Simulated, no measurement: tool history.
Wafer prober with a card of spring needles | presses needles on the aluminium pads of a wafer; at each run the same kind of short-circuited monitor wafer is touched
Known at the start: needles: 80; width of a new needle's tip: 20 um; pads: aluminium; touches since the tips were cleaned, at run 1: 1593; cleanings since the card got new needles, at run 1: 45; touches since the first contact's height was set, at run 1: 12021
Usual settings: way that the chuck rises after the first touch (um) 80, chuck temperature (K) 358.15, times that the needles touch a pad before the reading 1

run,day,way that the chuck rises after the first touch (um),chuck temperature (K),times that the needles touch a pad before the reading,touches since the tips were cleaned,cleanings since the card got new needles,touches since the first contact's height was set,resistance of one needle with its contact and lead (mohm),way that a needle slides on the pad (um)
1,0,80,358.15,1,1593,45,12021,177,12.65
# day 0.471: tips cleaned on abrasive film
2,0.512,80,358.15,1,398,46,16877,178,12.67
# day 1.154: tips cleaned on abrasive film
3,1.425,80,358.15,1,2604,47,25528,174,12.67
# day 1.854: tips cleaned on abrasive film
4,2.117,69,358.15,1,2475,48,32051,181,10.92
# day 2.571: tips cleaned on abrasive film
5,2.854,80,316.15,1,2712,49,39073,169,12.67
# day 3.225: tips cleaned on abrasive film
6,3.65,80,316.15,1,4065,50,46610,169,12.67
# day 3.875: tips cleaned on abrasive film
7,4.492,80,316.15,1,5877,51,54561,170,12.67
# day 4.55: tips cleaned on abrasive film
8,5.058,66,316.15,1,4856,52,59930,172,10.46
# day 5.212: tips cleaned on abrasive film
9,5.583,66,316.15,1,3534,53,64914,171,10.49
# day 5.892: tips cleaned on abrasive film
10,6.296,66,316.15,1,3817,54,71626,170,10.46
# day 6.55: tips cleaned on abrasive film
# day 7.183: tips cleaned on abrasive film
11,7.212,73,309.15,1,285,56,80289,168,11.58
# day 7.9: tips cleaned on abrasive film
12,7.917,80,307.15,2,173,57,86961,169,12.71
13,8.354,80,307.15,1,4327,57,91115,166,12.71
# day 8.533: tips cleaned on abrasive film
14,9.154,80,346.15,2,5911,58,98702,177,12.73
# day 9.212: tips cleaned on abrasive film
15,9.654,63,334.15,1,4216,59,103441,174,10.03
# day 9.912: tips cleaned on abrasive film
# day 10.612: tips cleaned on abrasive film
16,10.742,96,334.15,1,1231,61,113719,168,15.29
# day 11.279: tips cleaned on abrasive film
17,11.704,80,348.15,1,4076,62,122861,174,12.76
# day 11.992: tips cleaned on abrasive film
18,12.333,80,348.15,1,3245,63,128799,177,12.76

3 ways to go on from here, each from the tool as it stands after run 18. What would each give?
# day 12.712: tips cleaned on abrasive film
A,13.146,80,358.15,3,4165,64,136526,?,?
# day 12.712: tips cleaned on abrasive film
B,13.146,80,358.15,2,4165,64,136526,?,?
# day 12.712: tips cleaned on abrasive film
C,13.146,76,299.15,1,4165,64,136526,?,?

run,resistance of one needle with its contact and lead (mohm),way that a needle slides on the pad (um)
A,175,12.75
B,177,12.72
C,163,12.13
Without the tool's hidden state the same runs would have given:
run,resistance of one needle with its contact and lead (mohm),way that a needle slides on the pad (um)
A,175,12.63
B,176,12.61
C,162,12.02
